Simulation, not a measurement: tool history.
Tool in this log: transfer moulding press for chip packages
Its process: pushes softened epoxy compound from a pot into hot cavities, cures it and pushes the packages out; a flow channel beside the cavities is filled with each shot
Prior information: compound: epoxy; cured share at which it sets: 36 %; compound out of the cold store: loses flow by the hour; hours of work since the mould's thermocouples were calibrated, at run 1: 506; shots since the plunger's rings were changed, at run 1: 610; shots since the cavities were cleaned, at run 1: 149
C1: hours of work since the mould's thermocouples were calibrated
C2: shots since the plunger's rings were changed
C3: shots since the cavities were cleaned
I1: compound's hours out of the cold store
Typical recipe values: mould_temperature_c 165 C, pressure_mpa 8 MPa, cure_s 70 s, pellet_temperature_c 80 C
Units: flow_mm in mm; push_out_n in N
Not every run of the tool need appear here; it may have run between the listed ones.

Run 1, hour 0: usual settings; C1 506; C2 610; C3 149; I1 16.3. Result: flow_mm 889 mm, push_out_n 243 N.
At hour 55.9: cavities cleaned with cleaning compound and waxed.
Run 2, hour 74.3: usual settings; C1 551; C2 1727; C3 282; I1 20.4. Result: flow_mm 845 mm, push_out_n 388 N.
At hour 120.4: cavities cleaned with cleaning compound and waxed.
Run 3, hour 149.4: usual settings; C1 596; C2 2858; C3 446; I1 19.4. Result: flow_mm 835 mm, push_out_n 303 N.
At hour 185.9: mould's thermocouples calibrated.
At hour 187.4: cavities cleaned with cleaning compound and waxed.
Run 4, hour 229.8: usual settings; C1 26; C2 4039; C3 651; I1 9.9. Result: flow_mm 871 mm, push_out_n 307 N.
At hour 251.8: cavities cleaned with cleaning compound and waxed.
Run 5, hour 278.8: usual settings but pellet_temperature_c 74 C; C1 55; C2 4768; C3 415; I1 37.4. Result: flow_mm 735 mm, push_out_n 285 N.
At hour 316.2: plunger's sealing rings changed.
At hour 317.7: cavities cleaned with cleaning compound and waxed.
Run 6, hour 328.5: usual settings; C1 84; C2 167; C3 167; I1 9.6. Result: flow_mm 925 mm, push_out_n 254 N.
At hour 382.3: cavities cleaned with cleaning compound and waxed.
Run 7, hour 393.4: usual settings but pellet_temperature_c 72 C; C1 123; C2 1140; C3 171; I1 43.2. Result: flow_mm 748 mm, push_out_n 244 N.
At hour 419.8: cavities cleaned with cleaning compound and waxed, once more.
Run 8, hour 465.1: usual settings; C1 166; C2 2218; C3 695; I1 11.5. Result: flow_mm 889 mm, push_out_n 323 N.
At hour 482.3: cavities cleaned with cleaning compound and waxed.
Run 9, hour 529.1: usual settings; C1 205; C2 3177; C3 718; I1 18.4. Result: flow_mm 835 mm, push_out_n 327 N.
At hour 545: cavities cleaned with cleaning compound and waxed.
Run 10, hour 568.3: usual settings; C1 228; C2 3756; C3 357; I1 38.6. Result: flow_mm 734 mm, push_out_n 268 N.
At hour 612.1: cavities cleaned with cleaning compound and waxed.
Run 11, hour 646.3: usual settings; C1 275; C2 4932; C3 526; I1 18.5. Result: flow_mm 813 mm, push_out_n 310 N.
At hour 672.5: plunger's sealing rings changed.
At hour 677.3: cavities cleaned with cleaning compound and waxed.
Run 12, hour 696.5: usual settings; C1 304; C2 346; C3 294; I1 9.7. Result: flow_mm 931 mm, push_out_n 289 N.
At hour 743.7: cavities cleaned with cleaning compound and waxed.
Run 13, hour 747.5: usual settings; C1 334; C2 1106; C3 58; I1 24.6. Result: flow_mm 840 mm, push_out_n 229 N.
At hour 808.7: cavities cleaned with cleaning compound and waxed.
Run 14, hour 831.6: usual settings but mould_temperature_c 157 C; C1 385; C2 2375; C3 353; I1 23.8. Result: flow_mm 843 mm, push_out_n 476 N.
At hour 873.8: cavities cleaned with cleaning compound and waxed.
Run 15, hour 873.9: usual settings but mould_temperature_c 163 C; C1 410; C2 3002; C3 2; I1 24.5. Result: flow_mm 821 mm, push_out_n 236 N.
At hour 940.3: cavities cleaned with cleaning compound and waxed.
Run 16, hour 954.9: usual settings but mould_temperature_c 163 C; C1 459; C2 4223; C3 225; I1 41.4. Result: flow_mm 730 mm, push_out_n 279 N.
At hour 1004: cavities cleaned with cleaning compound and waxed.
At hour 1031.1: plunger's sealing rings changed.
Run 17, hour 1036.9: usual settings but mould_temperature_c 158 C, cure_s 63 s; C1 507; C2 88; C3 466; I1 32.6. Result: flow_mm 831 mm, push_out_n 548 N.
At hour 1070.4: cavities cleaned with cleaning compound and waxed.
Run 18, hour 1095.9: usual settings but mould_temperature_c 158 C, pressure_mpa 6.46 MPa, cure_s 63 s, pellet_temperature_c 79 C; C1 543; C2 972; C3 392; I1 28.9. Result: flow_mm 746 mm, push_out_n 522 N.
Run 19, hour 1129.5: usual settings but mould_temperature_c 158 C, pressure_mpa 6.46 MPa, cure_s 63 s, pellet_temperature_c 79 C; C1 564; C2 1489; C3 909; I1 30.3. Result: flow_mm 737 mm, push_out_n 622 N.
At hour 1135.6: cavities cleaned with cleaning compound and waxed.
Run 20, hour 1176.9: usual settings but mould_temperature_c 158 C, pressure_mpa 6.46 MPa, cure_s 63 s, pellet_temperature_c 79 C; C1 592; C2 2193; C3 634; I1 22.2. Result: flow_mm 765 mm, push_out_n 607 N.
At hour 1201.8: cavities cleaned with cleaning compound and waxed.
At hour 1225: mould's thermocouples calibrated.
Run 21, hour 1247.8: usual settings but mould_temperature_c 158 C, pressure_mpa 6.46 MPa, cure_s 63 s, pellet_temperature_c 79 C; C1 14; C2 3228; C3 675; I1 35.2. Result: flow_mm 701 mm, push_out_n 550 N.
At hour 1265.9: cavities cleaned with cleaning compound and waxed.
Run 22, hour 1300: usual settings but pellet_temperature_c 90 C; C1 45; C2 4006; C3 523; I1 30.1. Result: flow_mm 775 mm, push_out_n 303 N.
At hour 1328.1: cavities cleaned with cleaning compound and waxed.
Run 23, hour 1362: usual settings but pellet_temperature_c 90 C; C1 83; C2 4936; C3 521; I1 44.7. Result: flow_mm 697 mm, push_out_n 288 N.
At hour 1387.1: plunger's sealing rings changed.
At hour 1392.9: cavities cleaned with cleaning compound and waxed.
Run 24, hour 1423: usual settings but pressure_mpa 6.51 MPa, pellet_temperature_c 90 C; C1 118; C2 529; C3 463; I1 13.3. Result: flow_mm 815 mm, push_out_n 298 N.
At hour 1455.2: cavities cleaned with cleaning compound and waxed.
Run 25, hour 1471.2: usual settings but pressure_mpa 6.51 MPa, pellet_temperature_c 90 C; C1 147; C2 1245; C3 246; I1 17.4. Result: flow_mm 781 mm, push_out_n 253 N.

What if the next run were any one of these 4? Each begins from the tool's condition after run 25:
Run A, hour 1511.3: usual settings but pressure_mpa 8.31 MPa, pellet_temperature_c 90 C; C1 171; C2 1861; C3 862; I1 25.9. Result: flow_mm ?, push_out_n ?.
Run B, hour 1511.3: usual settings but cure_s 100 s, pellet_temperature_c 83 C; C1 171; C2 1861; C3 862; I1 16.7. Result: flow_mm ?, push_out_n ?.
Run C, hour 1511.3: usual settings but pressure_mpa 6.51 MPa, cure_s 57 s, pellet_temperature_c 90 C; C1 171; C2 1861; C3 862; I1 8. Result: flow_mm ?, push_out_n ?.
Run D, hour 1511.3: usual settings but pellet_temperature_c 87 C; C1 171; C2 1861; C3 862; I1 9.4. Result: flow_mm ?, push_out_n ?.

run  flow_mm  push_out_n
  A      832         337
  B      865         292
  C      820         462
  D      909         340
Take away the tool's hidden state, keep each run's random variation, and the runs would have read:
run  flow_mm  push_out_n
  A      856         211
  B      890         185
  C      844         284
  D      935         211
